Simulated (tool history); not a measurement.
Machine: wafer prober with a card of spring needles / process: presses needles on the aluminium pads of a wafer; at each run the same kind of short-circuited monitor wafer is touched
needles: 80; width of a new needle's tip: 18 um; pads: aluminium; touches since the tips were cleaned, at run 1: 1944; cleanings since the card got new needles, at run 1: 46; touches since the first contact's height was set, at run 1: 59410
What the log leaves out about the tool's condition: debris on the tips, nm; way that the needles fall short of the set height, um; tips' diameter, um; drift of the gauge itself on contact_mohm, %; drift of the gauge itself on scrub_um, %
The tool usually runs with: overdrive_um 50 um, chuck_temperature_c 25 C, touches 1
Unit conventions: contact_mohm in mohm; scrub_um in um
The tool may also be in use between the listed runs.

| run | hour | overdrive_um | chuck_temperature_c | touches | touches since the tips were cleaned | cleanings since the card got new needles | touches since the first contact's height was set | contact_mohm | scrub_um |
|---|---|---|---|---|---|---|---|---|---|
| 1 | 0 | 50 | 25 | 1 | 1944 | 46 | 59410 | 154 | 7.46 |
|  | 17.1 | tips cleaned on abrasive film |
| 2 | 18.6 | 50 | 25 | 2 | 356 | 47 | 63903 | 155 | 7.46 |
|  | 42.1 | tips cleaned on abrasive film |
| 3 | 55.2 | 50 | 25 | 2 | 3166 | 48 | 72770 | 153 | 7.43 |
|  | 68 | tips cleaned on abrasive film |
| 4 | 87.3 | 50 | 40 | 2 | 4692 | 49 | 80547 | 157 | 7.5 |
|  | 93.8 | tips cleaned on abrasive film |
|  | 119.3 | tips cleaned on abrasive film |
| 5 | 119.9 | 50 | 25 | 1 | 137 | 51 | 88421 | 153 | 7.45 |
|  | 144.3 | tips cleaned on abrasive film |
| 6 | 147.9 | 50 | 25 | 1 | 875 | 52 | 95207 | 152 | 7.45 |
|  | 171.1 | tips cleaned on abrasive film |
| 7 | 185.8 | 50 | 25 | 1 | 3565 | 53 | 104397 | 153 | 7.46 |
|  | 197.3 | tips cleaned on abrasive film |
| 8 | 205.5 | 50 | 98 | 1 | 2001 | 54 | 109166 | 167 | 7.42 |
|  | 222 | tips cleaned on abrasive film |
| 9 | 228.1 | 50 | 98 | 1 | 1473 | 55 | 114615 | 166 | 7.47 |
|  | 246.4 | tips cleaned on abrasive film |
| 10 | 261.1 | 57 | 25 | 1 | 3562 | 56 | 122612 | 152 | 8.53 |
|  | 272.2 | tips cleaned on abrasive film |
| 11 | 292.6 | 57 | 25 | 1 | 4968 | 57 | 130263 | 149 | 8.5 |
|  | 296.1 | tips cleaned on abrasive film |
|  | 320.1 | tips cleaned on abrasive film |
| 12 | 321.3 | 36 | 91 | 1 | 284 | 59 | 137170 | 173 | 5.37 |
|  | 344.8 | tips cleaned on abrasive film |
| 13 | 362.6 | 38 | 66 | 2 | 4317 | 60 | 147187 | 165 | 5.68 |
|  | 368.9 | tips cleaned on abrasive film |
|  | 393.4 | tips cleaned on abrasive film |
| 14 | 400.3 | 57 | 51 | 1 | 1663 | 62 | 156298 | 153 | 8.52 |
|  | 417.7 | tips cleaned on abrasive film |
| 15 | 426.9 | 61 | 33 | 2 | 2226 | 63 | 162744 | 150 | 9.13 |
|  | 442.5 | tips cleaned on abrasive film |
|  | 466.7 | tips cleaned on abrasive film |
| 16 | 467.4 | 62 | 25 | 2 | 176 | 65 | 172551 | 147 | 9.22 |
|  | 491 | tips cleaned on abrasive film |
| 17 | 494.7 | 62 | 25 | 2 | 895 | 66 | 179155 | 148 | 9.26 |

Forecast each of these 4 alternatives for the next run:
|  | 516.3 | tips cleaned on abrasive film |
| A | 533.5 | 33 | 26 | 2 | 4188 | 67 | 188565 | ? | ? |
|  | 516.3 | tips cleaned on abrasive film |
| B | 533.5 | 53 | 75 | 2 | 4188 | 67 | 188565 | ? | ? |
|  | 516.3 | tips cleaned on abrasive film |
| C | 533.5 | 34 | 70 | 1 | 4188 | 67 | 188565 | ? | ? |
|  | 516.3 | tips cleaned on abrasive film |
| D | 533.5 | 68 | 57 | 2 | 4188 | 67 | 188565 | ? | ? |

| run | contact_mohm | scrub_um |
|---|---|---|
| A | 163 | 4.92 |
| B | 161 | 7.91 |
| C | 170 | 5.12 |
| D | 151 | 10.15 |
Stripped of hidden state, with their random variation kept, the same runs would have yielded:
| run | contact_mohm | scrub_um |
|---|---|---|
| A | 163 | 4.92 |
| B | 161 | 7.91 |
| C | 169 | 5.12 |
| D | 151 | 10.15 |
